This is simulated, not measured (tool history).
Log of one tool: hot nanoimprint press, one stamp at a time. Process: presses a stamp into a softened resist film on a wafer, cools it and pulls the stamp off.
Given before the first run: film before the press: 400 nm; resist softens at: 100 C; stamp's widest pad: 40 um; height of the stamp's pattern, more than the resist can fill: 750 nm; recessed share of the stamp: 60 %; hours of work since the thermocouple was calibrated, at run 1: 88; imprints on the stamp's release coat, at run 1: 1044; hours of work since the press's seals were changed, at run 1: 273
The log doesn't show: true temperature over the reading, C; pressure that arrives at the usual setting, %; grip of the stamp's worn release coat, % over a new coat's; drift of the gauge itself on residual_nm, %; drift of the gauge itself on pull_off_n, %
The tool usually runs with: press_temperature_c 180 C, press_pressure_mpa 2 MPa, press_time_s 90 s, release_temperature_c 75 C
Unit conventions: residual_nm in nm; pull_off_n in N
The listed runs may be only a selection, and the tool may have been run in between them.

run,day,press_temperature_c,press_pressure_mpa,press_time_s,release_temperature_c,hours of work since the thermocouple was calibrated,imprints on the stamp's release coat,hours of work since the press's seals were changed,residual_nm,pull_off_n
1,0,180,2,90,75,88,1044,273,160.8,129
2,0.317,191,2,90,75,93,1070,278,112.8,127
3,0.679,191,2,90,75,99,1099,284,113,130
4,1.054,191,2,90,75,105,1129,290,112.8,130
5,1.375,180,2,90,74,110,1155,295,160,130
6,1.946,180,2,90,74,119,1201,304,160.1,132
7,2.317,180,2,90,74,125,1231,310,160.1,130
8,2.721,180,2,90,75,131,1263,316,159.9,133
9,3.238,180,2,90,75,139,1305,325,160.2,130
10,3.758,180,1.58,90,75,147,1347,333,176.4,129
11,4.083,169,1.58,90,75,153,1373,338,244.3,131
12,4.488,169,1.58,90,75,159,1406,344,244.8,131
13,5.117,169,1.55,90,75,169,1456,354,246.4,127
14,5.538,169,1.55,90,75,176,1490,361,245.9,134
15,5.938,180,2,68,75,182,1522,367,178,129
16,6.575,180,2,68,75,192,1574,377,177.2,126
# day 6.85: stamp cleaned and given a new release coat
17,7.442,180,2,68,75,202,48,387,177,131
18,8.079,188,2,105,75,212,99,397,114.1,126
19,8.379,170,2,96,74,216,123,402,212.7,132
# day 8.733: gauge calibrated
20,8.908,170,2,96,74,225,166,410,216.8,131
21,9.196,170,2,96,74,229,189,415,216.1,130
22,9.533,170,2,96,74,235,216,420,217,133
23,10.167,170,2,96,74,245,267,430,216,133
24,10.771,170,2,96,74,254,316,440,215.2,132
25,11.125,185,2.89,90,75,260,345,445,114.6,128
26,11.704,173,2.74,115,61,269,391,454,160,174
27,12.308,183,2.47,143,63,279,440,464,106.7,173
28,12.808,172,2.47,143,72,286,480,472,158.8,135
29,13.338,180,1.74,62,75,295,523,480,195,127
30,13.933,180,1.25,103,75,304,571,490,182.9,133
31,14.504,180,1.25,103,75,313,617,499,183.2,126

Take each entry between the runs: how does the hidden state at the last listed run before it differ from the hidden state at the first listed run after it?
Between runs 16 and 17: stamp cleaned and given a new release coat (day 6.85)
  grip of the stamp's worn release coat, % over a new coat's: 1.4 -> 0; drift of the gauge itself on residual_nm, %: -1.45 -> -1.59
  measured value less the no-hidden-state value, residual_nm: -2.7 -> -2.8 nm
Between runs 19 and 20: gauge calibrated (day 8.733)
  drift of the gauge itself on residual_nm, %: -1.8 -> -0.04
  measured value less the no-hidden-state value, residual_nm: -4 -> -0.2 nm
